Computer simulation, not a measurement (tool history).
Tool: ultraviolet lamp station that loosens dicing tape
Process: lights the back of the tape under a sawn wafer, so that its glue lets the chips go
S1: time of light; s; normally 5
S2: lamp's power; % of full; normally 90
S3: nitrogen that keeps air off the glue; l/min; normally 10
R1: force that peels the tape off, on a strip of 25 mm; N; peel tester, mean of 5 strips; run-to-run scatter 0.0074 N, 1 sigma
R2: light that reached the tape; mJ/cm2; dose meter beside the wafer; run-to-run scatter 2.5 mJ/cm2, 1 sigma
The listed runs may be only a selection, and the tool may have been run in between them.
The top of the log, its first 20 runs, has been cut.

run     day  S1  S2  S3     R1   R2
 21  20.712   5  90  10  0.274  293
 22  22.192   5  90  10   0.28  302
 23  23.117   4  86   6  0.607  229
 24   24.45   2  96  10  1.581  128
 25  25.658   2  87  13  1.768  116
 26  26.779   2  87  13  1.796  113
 27  28.312  10  77  14  0.162  510
 28  29.254   4  90   6  0.554  239
 29  30.029   4  90   6  0.554  241
 30  30.742   4  67  10  0.829  175
 31  32.062   5  72  10  0.432  238
 32  33.529   5  78   3  0.635  259
 33  34.171   5  76   4    0.6  251
 34  35.246   9  66  12  0.179  389
     35.708  -- window cleaned of glue's vapour
 35  36.317   5  83   6  0.391  275
 36  37.712   7  69  10  0.245  320
 37  39.167   3  90  20   0.65  178
 38    40.3   7  93  12  0.177  429
 39  41.442   3  79  14  0.959  154
 40  42.971   5  90  10  0.273  297
 41  44.067   5  90  10  0.268  299
 42  45.467   5  96   6  0.305  314
 43  46.733   5  98   6  0.283  323
 44  47.583   5  98   6  0.292  323

What if the next run were any one of these 3? Each begins from the tool's condition after run 44:
  A  48.292   5  90   9   ?   ?
  B  48.292  10  98   6   ?   ?
  C  48.292   5  81   6   ?   ?

run     R1   R2
  A  0.278  297
  B  0.168  646
  C  0.412  267
Without the tool's hidden state the same runs would have given:
run     R1   R2
  A  0.276  298
  B  0.168  648
  C  0.408  268

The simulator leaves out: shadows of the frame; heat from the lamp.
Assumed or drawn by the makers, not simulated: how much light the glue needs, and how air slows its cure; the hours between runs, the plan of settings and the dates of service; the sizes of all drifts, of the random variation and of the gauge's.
